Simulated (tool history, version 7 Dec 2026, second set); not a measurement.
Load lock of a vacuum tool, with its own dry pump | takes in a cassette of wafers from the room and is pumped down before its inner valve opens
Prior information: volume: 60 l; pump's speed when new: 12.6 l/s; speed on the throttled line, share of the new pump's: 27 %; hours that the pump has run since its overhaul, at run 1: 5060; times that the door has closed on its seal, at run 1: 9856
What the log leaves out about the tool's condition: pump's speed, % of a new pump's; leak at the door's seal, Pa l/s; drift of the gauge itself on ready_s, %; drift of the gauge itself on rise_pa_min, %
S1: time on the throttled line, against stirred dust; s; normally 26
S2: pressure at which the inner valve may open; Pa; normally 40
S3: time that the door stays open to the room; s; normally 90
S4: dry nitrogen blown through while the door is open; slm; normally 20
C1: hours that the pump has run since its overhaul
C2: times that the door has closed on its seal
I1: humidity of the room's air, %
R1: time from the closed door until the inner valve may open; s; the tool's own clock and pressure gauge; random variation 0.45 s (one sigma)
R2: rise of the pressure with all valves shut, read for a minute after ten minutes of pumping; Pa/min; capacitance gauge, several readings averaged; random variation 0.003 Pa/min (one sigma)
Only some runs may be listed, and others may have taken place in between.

{"run": 1, "day": 0.0, "S1": 26, "S2": 40, "S3": 90, "S4": 20, "C1": 5060, "C2": 9856, "I1": 47.1, "R1": 58.5, "R2": 0.056}
{"run": 2, "day": 3.788, "S1": 26, "S2": 40, "S3": 90, "S4": 20, "C1": 5151, "C2": 10039, "I1": 44.3, "R1": 58.2, "R2": 0.057}
{"run": 3, "day": 8.521, "S1": 26, "S2": 40, "S3": 60, "S4": 20, "C1": 5265, "C2": 10267, "I1": 45, "R1": 58.8, "R2": 0.052}
{"run": 4, "day": 12.642, "S1": 24, "S2": 40, "S3": 90, "S4": 20, "C1": 5364, "C2": 10466, "I1": 47.4, "R1": 57, "R2": 0.061}
{"run": 5, "day": 17.421, "S1": 24, "S2": 40, "S3": 90, "S4": 20, "C1": 5478, "C2": 10697, "I1": 42, "R1": 58, "R2": 0.06}
{"run": 6, "day": 20.975, "S1": 24, "S2": 40, "S3": 90, "S4": 20, "C1": 5564, "C2": 10868, "I1": 43.6, "R1": 57.7, "R2": 0.059}
{"run": 7, "day": 24.125, "S1": 24, "S2": 40, "S3": 90, "S4": 20, "C1": 5639, "C2": 11020, "I1": 44.1, "R1": 57.4, "R2": 0.063}
{"run": 8, "day": 28.446, "S1": 44, "S2": 40, "S3": 90, "S4": 20, "C1": 5743, "C2": 11229, "I1": 46.8, "R1": 71, "R2": 0.066}
{"run": 9, "day": 30.95, "S1": 44, "S2": 40, "S3": 90, "S4": 20, "C1": 5803, "C2": 11350, "I1": 47.8, "R1": 71.4, "R2": 0.07}
{"run": 10, "day": 35.275, "S1": 14, "S2": 40, "S3": 90, "S4": 20, "C1": 5907, "C2": 11559, "I1": 45.3, "R1": 50.5, "R2": 0.064}
{"run": 11, "day": 39.138, "S1": 14, "S2": 40, "S3": 90, "S4": 20, "C1": 5999, "C2": 11745, "I1": 42.8, "R1": 49.5, "R2": 0.069}
{"run": 12, "day": 44.133, "S1": 14, "S2": 40, "S3": 90, "S4": 20, "C1": 6119, "C2": 11987, "I1": 46.2, "R1": 51.1, "R2": 0.068}
{"run": 13, "day": 48.329, "S1": 14, "S2": 40, "S3": 90, "S4": 20, "C1": 6220, "C2": 12189, "I1": 44.4, "R1": 50.6, "R2": 0.066}
{"run": 14, "day": 52.688, "S1": 26, "S2": 40, "S3": 90, "S4": 20, "C1": 6325, "C2": 12400, "I1": 48.8, "R1": 58.7, "R2": 0.07}
{"run": 15, "day": 56.862, "S1": 26, "S2": 40, "S3": 90, "S4": 20, "C1": 6425, "C2": 12601, "I1": 44.2, "R1": 59, "R2": 0.073}
{"run": 16, "day": 61.542, "S1": 26, "S2": 40, "S3": 90, "S4": 20, "C1": 6537, "C2": 12827, "I1": 44.4, "R1": 59.1, "R2": 0.069}
{"run": 17, "day": 65.842, "S1": 26, "S2": 40, "S3": 90, "S4": 20, "C1": 6640, "C2": 13035, "I1": 44.7, "R1": 59.3, "R2": 0.07}
{"run": 18, "day": 68.329, "S1": 26, "S2": 40, "S3": 90, "S4": 20, "C1": 6700, "C2": 13155, "I1": 45.7, "R1": 59.2, "R2": 0.07}
{"run": 19, "day": 72.883, "S1": 26, "S2": 40, "S3": 90, "S4": 20, "C1": 6809, "C2": 13375, "I1": 46.8, "R1": 60, "R2": 0.072}
{"run": 20, "day": 77.338, "S1": 50, "S2": 40, "S3": 34, "S4": 20, "C1": 6916, "C2": 13590, "I1": 42, "R1": 76.1, "R2": 0.064}
{"run": 21, "day": 81.975, "S1": 50, "S2": 40, "S3": 34, "S4": 20, "C1": 7028, "C2": 13814, "I1": 45.1, "R1": 75.6, "R2": 0.065}
{"run": 22, "day": 86.462, "S1": 50, "S2": 40, "S3": 34, "S4": 20, "C1": 7135, "C2": 14031, "I1": 45.8, "R1": 77.6, "R2": 0.074}
{"run": 23, "day": 90.883, "S1": 36, "S2": 37, "S3": 91, "S4": 20, "C1": 7241, "C2": 14244, "I1": 42.8, "R1": 67.3, "R2": 0.074}
{"run": 24, "day": 95.038, "S1": 26, "S2": 70, "S3": 26, "S4": 5, "C1": 7341, "C2": 14445, "I1": 43.9, "R1": 56.8, "R2": 0.07}
{"run": 25, "day": 98.275, "S1": 26, "S2": 40, "S3": 47, "S4": 14, "C1": 7419, "C2": 14601, "I1": 44.4, "R1": 58.8, "R2": 0.071}
{"run": 26, "day": 100.608, "S1": 37, "S2": 42, "S3": 31, "S4": 6, "C1": 7475, "C2": 14714, "I1": 49.3, "R1": 67.8, "R2": 0.079}
{"run": 27, "day": 104.458, "S1": 37, "S2": 71, "S3": 31, "S4": 15, "C1": 7567, "C2": 14900, "I1": 42.8, "R1": 63.8, "R2": 0.068}
{"run": 28, "day": 109.342, "S1": 37, "S2": 71, "S3": 31, "S4": 15, "C1": 7684, "C2": 15136, "I1": 45.1, "R1": 64, "R2": 0.071}
{"run": 29, "day": 112.096, "S1": 37, "S2": 32, "S3": 31, "S4": 13, "C1": 7750, "C2": 15269, "I1": 44.2, "R1": 70, "R2": 0.07}
{"run": 30, "day": 116.708, "S1": 51, "S2": 32, "S3": 31, "S4": 43, "C1": 7861, "C2": 15491, "I1": 46.7, "R1": 78.8, "R2": 0.064}
{"run": 31, "day": 119.933, "S1": 20, "S2": 73, "S3": 85, "S4": 6, "C1": 7939, "C2": 15647, "I1": 43.3, "R1": 52.4, "R2": 0.103}
{"run": 32, "day": 124.483, "S1": 20, "S2": 73, "S3": 85, "S4": 14, "C1": 8048, "C2": 15867, "I1": 47, "R1": 51.6, "R2": 0.095}
{"run": 33, "day": 128.317, "S1": 35, "S2": 45, "S3": 85, "S4": 14, "C1": 8140, "C2": 16052, "I1": 45, "R1": 66.6, "R2": 0.092}
{"run": 34, "day": 131.1, "S1": 35, "S2": 45, "S3": 85, "S4": 14, "C1": 8207, "C2": 16187, "I1": 41, "R1": 65.4, "R2": 0.092}
{"run": 35, "day": 136.279, "S1": 26, "S2": 40, "S3": 34, "S4": 20, "C1": 8331, "C2": 16437, "I1": 48.6, "R1": 59.8, "R2": 0.075}
{"run": 36, "day": 138.575, "S1": 26, "S2": 40, "S3": 34, "S4": 20, "C1": 8386, "C2": 16547, "I1": 46.8, "R1": 60.2, "R2": 0.081}
{"run": 37, "day": 141.612, "S1": 47, "S2": 70, "S3": 34, "S4": 20, "C1": 8459, "C2": 16694, "I1": 46.4, "R1": 71.1, "R2": 0.08}

Predict each of these 4 candidate next runs independently; none follows another, all start after run 37:
{"run": "A", "day": 145.004, "S1": 26, "S2": 70, "S3": 34, "S4": 20, "C1": 8540, "C2": 16858, "I1": 45.7, "R1": "?", "R2": "?"}
{"run": "B", "day": 145.004, "S1": 26, "S2": 72, "S3": 90, "S4": 8, "C1": 8540, "C2": 16858, "I1": 46.1, "R1": "?", "R2": "?"}
{"run": "C", "day": 145.004, "S1": 50, "S2": 44, "S3": 34, "S4": 9, "C1": 8540, "C2": 16858, "I1": 44.5, "R1": "?", "R2": "?"}
{"run": "D", "day": 145.004, "S1": 16, "S2": 40, "S3": 28, "S4": 20, "C1": 8540, "C2": 16858, "I1": 47.5, "R1": "?", "R2": "?"}

run=A R1=56.8 R2=0.083
run=B R1=56.1 R2=0.112
run=C R1=75.6 R2=0.087
run=D R1=53.5 R2=0.079
With the hidden condition removed and each run's random variation left untouched, the same runs would have given:
run=A R1=53.3 R2=0.017
run=B R1=52.7 R2=0.046
run=C R1=72.7 R2=0.021
run=D R1=49.3 R2=0.015

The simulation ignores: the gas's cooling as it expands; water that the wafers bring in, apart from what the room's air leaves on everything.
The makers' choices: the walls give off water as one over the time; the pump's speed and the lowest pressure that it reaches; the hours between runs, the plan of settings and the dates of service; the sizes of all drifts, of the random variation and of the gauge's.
